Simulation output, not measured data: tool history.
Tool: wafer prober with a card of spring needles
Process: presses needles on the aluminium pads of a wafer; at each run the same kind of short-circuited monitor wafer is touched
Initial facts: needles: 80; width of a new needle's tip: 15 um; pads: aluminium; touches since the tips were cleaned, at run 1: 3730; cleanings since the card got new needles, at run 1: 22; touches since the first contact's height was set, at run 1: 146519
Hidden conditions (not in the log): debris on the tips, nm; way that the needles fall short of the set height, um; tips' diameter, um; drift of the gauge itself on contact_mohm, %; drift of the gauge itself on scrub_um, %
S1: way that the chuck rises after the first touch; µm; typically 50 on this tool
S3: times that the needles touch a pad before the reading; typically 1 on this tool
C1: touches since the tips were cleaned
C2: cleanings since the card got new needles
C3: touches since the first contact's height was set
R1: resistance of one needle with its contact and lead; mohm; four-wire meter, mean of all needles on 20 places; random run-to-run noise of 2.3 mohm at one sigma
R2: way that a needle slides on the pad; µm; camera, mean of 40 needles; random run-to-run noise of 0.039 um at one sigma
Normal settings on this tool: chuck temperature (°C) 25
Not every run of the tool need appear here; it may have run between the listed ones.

Run 1, hour 0: usual settings; C1 3730; C2 22; C3 146519. Result: R1 286 mohm, R2 7.97 µm.
At hour 6.8: tips cleaned on abrasive film.
Run 2, hour 15.2: usual settings; C1 2987; C2 23; C3 151872. Result: R1 283 mohm, R2 7.95 µm.
At hour 23.3: tips cleaned on abrasive film.
Run 3, hour 27.6: usual settings but chuck temperature (°C) 37; C1 1527; C2 24; C3 156222. Result: R1 274 mohm, R2 7.96 µm.
At hour 39.8: tips cleaned on abrasive film.
Run 4, hour 46: usual settings but chuck temperature (°C) 37, S3 2; C1 2185; C2 25; C3 162668. Result: R1 271 mohm, R2 7.96 µm.
At hour 56: tips cleaned on abrasive film.
Run 5, hour 57: usual settings but chuck temperature (°C) 37, S3 2; C1 320; C2 26; C3 166519. Result: R1 264 mohm, R2 7.86 µm.
Run 6, hour 70: usual settings but chuck temperature (°C) 37, S3 2; C1 4939; C2 26; C3 171138. Result: R1 279 mohm, R2 7.89 µm.
At hour 73: tips cleaned on abrasive film.
Run 7, hour 84.8: usual settings but chuck temperature (°C) 37, S3 2; C1 4141; C2 27; C3 176317. Result: R1 280 mohm, R2 7.89 µm.
At hour 89.2: tips cleaned on abrasive film.
Run 8, hour 99.7: usual settings but chuck temperature (°C) 37, S3 2; C1 3728; C2 28; C3 181566. Result: R1 277 mohm, R2 7.8 µm.
At hour 106.1: tips cleaned on abrasive film.
Run 9, hour 113: usual settings but S1 67 µm, chuck temperature (°C) 51; C1 2442; C2 29; C3 186244. Result: R1 275 mohm, R2 10.74 µm.
At hour 123.2: tips cleaned on abrasive film.
Run 10, hour 132.2: usual settings but S1 40 µm, chuck temperature (°C) 62, S3 3; C1 3182; C2 30; C3 192984. Result: R1 291 mohm, R2 6.22 µm.
At hour 139.5: tips cleaned on abrasive film.
Run 11, hour 144.7: usual settings; C1 1820; C2 31; C3 197367. Result: R1 278 mohm, R2 7.75 µm.
At hour 156: tips cleaned on abrasive film.
Run 12, hour 156.2: usual settings but S1 35 µm, chuck temperature (°C) 32; C1 66; C2 32; C3 201420. Result: R1 277 mohm, R2 5.28 µm.
Run 13, hour 167.7: usual settings but S1 35 µm, chuck temperature (°C) 32, S3 3; C1 4116; C2 32; C3 205470. Result: R1 284 mohm, R2 5.21 µm.

Some steps in R1 between neighbouring runs. How much of each would the tool show without its hidden state too (settings, what came in, random variation), and how much is left for the hidden state, with any gauge scatter that isn't in both results?
Run 5 -> 6: no setting changed, nothing entered. R1 +15 mohm: hidden state +12, all else +3.
Run 9 -> 10: S1 67 -> 40, chuck temperature (°C) 51 -> 62, S3 1 -> 3, tips cleaned on abrasive film. R1 +16 mohm: hidden state +2, all else +14.

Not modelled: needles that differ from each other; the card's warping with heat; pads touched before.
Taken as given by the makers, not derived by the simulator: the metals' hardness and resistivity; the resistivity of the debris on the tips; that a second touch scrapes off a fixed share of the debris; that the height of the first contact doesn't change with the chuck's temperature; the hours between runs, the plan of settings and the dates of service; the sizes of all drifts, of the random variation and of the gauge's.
